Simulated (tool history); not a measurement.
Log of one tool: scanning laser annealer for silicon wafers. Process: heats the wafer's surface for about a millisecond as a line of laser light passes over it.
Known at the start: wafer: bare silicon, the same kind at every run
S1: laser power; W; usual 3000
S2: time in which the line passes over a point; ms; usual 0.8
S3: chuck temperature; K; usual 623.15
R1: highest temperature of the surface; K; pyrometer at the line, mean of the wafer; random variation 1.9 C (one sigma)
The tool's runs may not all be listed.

{"run": 1, "day": 0.0, "S1": 3000, "S2": 0.8, "S3": 623.15, "R1": 1356.15}
{"run": 2, "day": 0.454, "S1": 3000, "S2": 0.8, "S3": 625.15, "R1": 1358.15}
{"run": 3, "day": 0.904, "S1": 3000, "S2": 0.8, "S3": 625.15, "R1": 1358.15}
{"run": 4, "day": 1.475, "S1": 3000, "S2": 0.8, "S3": 625.15, "R1": 1355.15}
{"run": 5, "day": 1.983, "S1": 3000, "S2": 0.8, "S3": 625.15, "R1": 1358.15}
{"run": 6, "day": 2.279, "S1": 3000, "S2": 0.8, "S3": 625.15, "R1": 1353.15}
{"run": 7, "day": 2.612, "S1": 3000, "S2": 0.8, "S3": 625.15, "R1": 1358.15}
{"run": 8, "day": 2.858, "S1": 3000, "S2": 0.8, "S3": 625.15, "R1": 1357.15}
{"run": 9, "day": 3.438, "S1": 3000, "S2": 0.618, "S3": 623.15, "R1": 1256.15}
{"run": 10, "day": 3.896, "S1": 3000, "S2": 0.618, "S3": 623.15, "R1": 1256.15}
{"run": 11, "day": 4.192, "S1": 3000, "S2": 0.763, "S3": 623.15, "R1": 1330.15}
{"run": 12, "day": 4.508, "S1": 3000, "S2": 0.8, "S3": 613.15, "R1": 1340.15}
{"day": 5.0, "done": "window over the wafer cleaned"}
{"run": 13, "day": 5.004, "S1": 2964, "S2": 0.8, "S3": 613.15, "R1": 1375.15}
{"run": 14, "day": 5.25, "S1": 3000, "S2": 0.8, "S3": 662.15, "R1": 1434.15}
{"run": 15, "day": 5.625, "S1": 3000, "S2": 0.8, "S3": 662.15, "R1": 1431.15}
{"run": 16, "day": 6.129, "S1": 3000, "S2": 0.8, "S3": 662.15, "R1": 1429.15}
{"run": 17, "day": 6.667, "S1": 3000, "S2": 0.8, "S3": 659.15, "R1": 1427.15}
{"run": 18, "day": 7.162, "S1": 3000, "S2": 0.8, "S3": 659.15, "R1": 1426.15}
{"run": 19, "day": 7.658, "S1": 3000, "S2": 0.58, "S3": 659.15, "R1": 1304.15}
{"run": 20, "day": 8.233, "S1": 3000, "S2": 0.58, "S3": 659.15, "R1": 1305.15}
{"run": 21, "day": 8.712, "S1": 3000, "S2": 0.58, "S3": 659.15, "R1": 1301.15}
{"run": 22, "day": 8.954, "S1": 3282, "S2": 0.701, "S3": 595.15, "R1": 1393.15}
{"run": 23, "day": 9.467, "S1": 3282, "S2": 0.701, "S3": 634.15, "R1": 1429.15}
{"run": 24, "day": 10.046, "S1": 2744, "S2": 0.8, "S3": 623.15, "R1": 1303.15}
{"run": 25, "day": 10.592, "S1": 2744, "S2": 0.8, "S3": 623.15, "R1": 1302.15}
{"run": 26, "day": 11.046, "S1": 2744, "S2": 0.8, "S3": 623.15, "R1": 1299.15}
{"run": 27, "day": 11.458, "S1": 2934, "S2": 0.694, "S3": 640.15, "R1": 1323.15}
{"run": 28, "day": 11.758, "S1": 2934, "S2": 0.694, "S3": 640.15, "R1": 1323.15}
{"run": 29, "day": 12.279, "S1": 2611, "S2": 0.662, "S3": 652.15, "R1": 1224.15}
{"run": 30, "day": 12.721, "S1": 2980, "S2": 0.691, "S3": 623.15, "R1": 1320.15}
{"run": 31, "day": 13.058, "S1": 2989, "S2": 0.926, "S3": 643.15, "R1": 1455.15}
{"run": 32, "day": 13.554, "S1": 3000, "S2": 0.634, "S3": 623.15, "R1": 1293.15}
{"run": 33, "day": 14.138, "S1": 3012, "S2": 0.691, "S3": 614.15, "R1": 1314.15}
{"run": 34, "day": 14.483, "S1": 3012, "S2": 0.691, "S3": 614.15, "R1": 1315.15}
{"run": 35, "day": 14.771, "S1": 2941, "S2": 0.645, "S3": 652.15, "R1": 1306.15}
{"run": 36, "day": 15.238, "S1": 2646, "S2": 0.853, "S3": 638.15, "R1": 1304.15}
{"day": 15.675, "done": "optics aligned, line set to its width"}
{"run": 37, "day": 15.742, "S1": 2894, "S2": 0.808, "S3": 623.15, "R1": 1361.15}
{"run": 38, "day": 16.133, "S1": 3000, "S2": 0.602, "S3": 623.15, "R1": 1280.15}
{"run": 39, "day": 16.638, "S1": 3000, "S2": 0.602, "S3": 623.15, "R1": 1281.15}
{"run": 40, "day": 17.125, "S1": 3113, "S2": 0.602, "S3": 587.15, "R1": 1279.15}
{"run": 41, "day": 17.592, "S1": 2824, "S2": 0.709, "S3": 592.15, "R1": 1254.15}

Forecast each of these 4 alternatives for the next run:
{"run": "A", "day": 18.088, "S1": 2611, "S2": 0.71, "S3": 590.15, "R1": "?"}
{"run": "B", "day": 18.088, "S1": 3099, "S2": 0.586, "S3": 592.15, "R1": "?"}
{"run": "C", "day": 18.088, "S1": 3000, "S2": 0.993, "S3": 623.15, "R1": "?"}
{"run": "D", "day": 18.088, "S1": 2569, "S2": 0.668, "S3": 658.15, "R1": "?"}

run=A R1=1189.15
run=B R1=1265.15
run=C R1=1480.15
run=D R1=1229.15
Without the tool's hidden state the same runs would have given:
run=A R1=1208.15
run=B R1=1287.15
run=C R1=1508.15
run=D R1=1247.15
